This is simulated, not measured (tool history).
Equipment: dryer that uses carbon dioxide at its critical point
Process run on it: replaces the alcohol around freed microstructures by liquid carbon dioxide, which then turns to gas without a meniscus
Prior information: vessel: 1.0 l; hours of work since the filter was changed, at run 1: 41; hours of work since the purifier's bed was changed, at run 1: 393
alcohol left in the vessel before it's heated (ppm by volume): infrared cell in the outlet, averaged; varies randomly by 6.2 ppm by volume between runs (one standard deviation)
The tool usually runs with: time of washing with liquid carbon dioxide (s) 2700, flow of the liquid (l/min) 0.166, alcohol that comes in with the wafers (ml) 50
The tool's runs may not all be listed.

| run | hour | time of washing with liquid carbon dioxide (s) | flow of the liquid (l/min) | alcohol that comes in with the wafers (ml) | hours of work since the filter was changed | hours of work since the purifier's bed was changed | alcohol left in the vessel before it's heated (ppm by volume) |
|---|---|---|---|---|---|---|---|
| 1 | 0.0 | 2700 | 0.166 | 50 | 41 | 393 | 345 |
| 2 | 18.3 | 2700 | 0.197 | 50 | 53 | 405 | 196 |
| 3 | 33.1 | 2700 | 0.166 | 50 | 63 | 414 | 368 |
| 4 | 51.3 | 2700 | 0.166 | 50 | 74 | 426 | 375 |
| 5 | 80.0 | 2700 | 0.166 | 92 | 93 | 444 | 623 |
| 6 | 95.8 | 2700 | 0.166 | 50 | 103 | 454 | 391 |
| 7 | 114.6 | 2700 | 0.166 | 50 | 115 | 466 | 408 |
| 8 | 139.4 | 2700 | 0.166 | 50 | 131 | 482 | 408 |
| 9 | 157.1 | 2820 | 0.166 | 50 | 142 | 494 | 355 |
| 10 | 182.1 | 2820 | 0.131 | 56 | 158 | 510 | 985 |
| 11 | 207.3 | 3060 | 0.262 | 38 | 174 | 526 | 109 |
| 12 | 229.6 | 2040 | 0.114 | 25 | 189 | 540 | 2003 |
| 13 | 247.6 | 1920 | 0.245 | 107 | 200 | 552 | 664 |
| 14 | 264.4 | 1920 | 0.187 | 29 | 211 | 563 | 651 |
|  | 277.7 | purifier's bed changed |
| 15 | 289.8 | 1920 | 0.187 | 29 | 225 | 8 | 547 |

What if the next run were any one of these 4? Each begins from the tool's condition after run 15:
| A | 318.8 | 1920 | 0.159 | 52 | 244 | 26 | ? |
| B | 318.8 | 1920 | 0.187 | 31 | 244 | 26 | ? |
| C | 318.8 | 1800 | 0.109 | 42 | 244 | 26 | ? |
| D | 318.8 | 2880 | 0.166 | 72 | 244 | 26 | ? |

| run | alcohol left in the vessel before it's heated (ppm by volume) |
|---|---|
| A | 1901 |
| B | 597 |
| C | 5009 |
| D | 384 |
What these runs would have given with no unlogged condition in the tool:
| run | alcohol left in the vessel before it's heated (ppm by volume) |
|---|---|
| A | 1394 |
| B | 410 |
| C | 4114 |
| D | 234 |

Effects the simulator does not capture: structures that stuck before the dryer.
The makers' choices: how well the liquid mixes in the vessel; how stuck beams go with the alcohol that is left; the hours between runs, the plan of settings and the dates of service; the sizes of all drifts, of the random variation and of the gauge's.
